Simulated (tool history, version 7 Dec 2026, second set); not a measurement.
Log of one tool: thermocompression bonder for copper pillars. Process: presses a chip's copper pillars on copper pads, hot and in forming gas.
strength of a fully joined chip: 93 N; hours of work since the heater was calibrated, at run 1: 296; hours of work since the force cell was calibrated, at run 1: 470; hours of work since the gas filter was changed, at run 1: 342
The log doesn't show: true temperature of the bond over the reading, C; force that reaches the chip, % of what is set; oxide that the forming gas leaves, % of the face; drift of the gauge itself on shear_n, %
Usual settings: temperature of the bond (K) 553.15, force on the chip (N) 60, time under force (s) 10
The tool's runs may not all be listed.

| run | hour | temperature of the bond (K) | force on the chip (N) | time under force (s) | hours of work since the heater was calibrated | hours of work since the force cell was calibrated | hours of work since the gas filter was changed | force that shears a chip off (N) |
|---|---|---|---|---|---|---|---|---|
| 1 | 0 | 553.15 | 60 | 10 | 296 | 470 | 342 | 46.2 |
| 2 | 12.8 | 553.15 | 60 | 10 | 302 | 477 | 348 | 45.5 |
| 3 | 27.1 | 553.15 | 60 | 14 | 310 | 484 | 356 | 51.7 |
| 4 | 38.5 | 553.15 | 60 | 14 | 315 | 490 | 362 | 54 |
| 5 | 54.4 | 553.15 | 60 | 14 | 324 | 498 | 370 | 52.1 |
| 6 | 63 | 555.15 | 60 | 13 | 328 | 502 | 374 | 52.8 |
| 7 | 71.7 | 579.15 | 60 | 13 | 332 | 507 | 378 | 68.2 |
| 8 | 85.9 | 579.15 | 60 | 13 | 340 | 514 | 386 | 68.3 |
| 9 | 100.3 | 526.15 | 60 | 24 | 347 | 521 | 393 | 42.6 |
| 10 | 116.1 | 583.15 | 41 | 24 | 355 | 529 | 401 | 67.4 |

Hidden state or all else? Some run-to-run changes of force that shears a chip off (N), split into what the settings, what came in and random variation would give without the hidden state, and what is left for the hidden state (with any gauge scatter that isn't in both results):
Run 8 -> 9: temperature of the bond (K) 579.15 -> 526.15, time under force (s) 13 -> 24. force that shears a chip off (N) -25.7: hidden state +0.8, all else -26.5.
Run 9 -> 10: temperature of the bond (K) 526.15 -> 583.15, force on the chip (N) 60 -> 41. force that shears a chip off (N) +24.8: hidden state -0.9, all else +25.7.
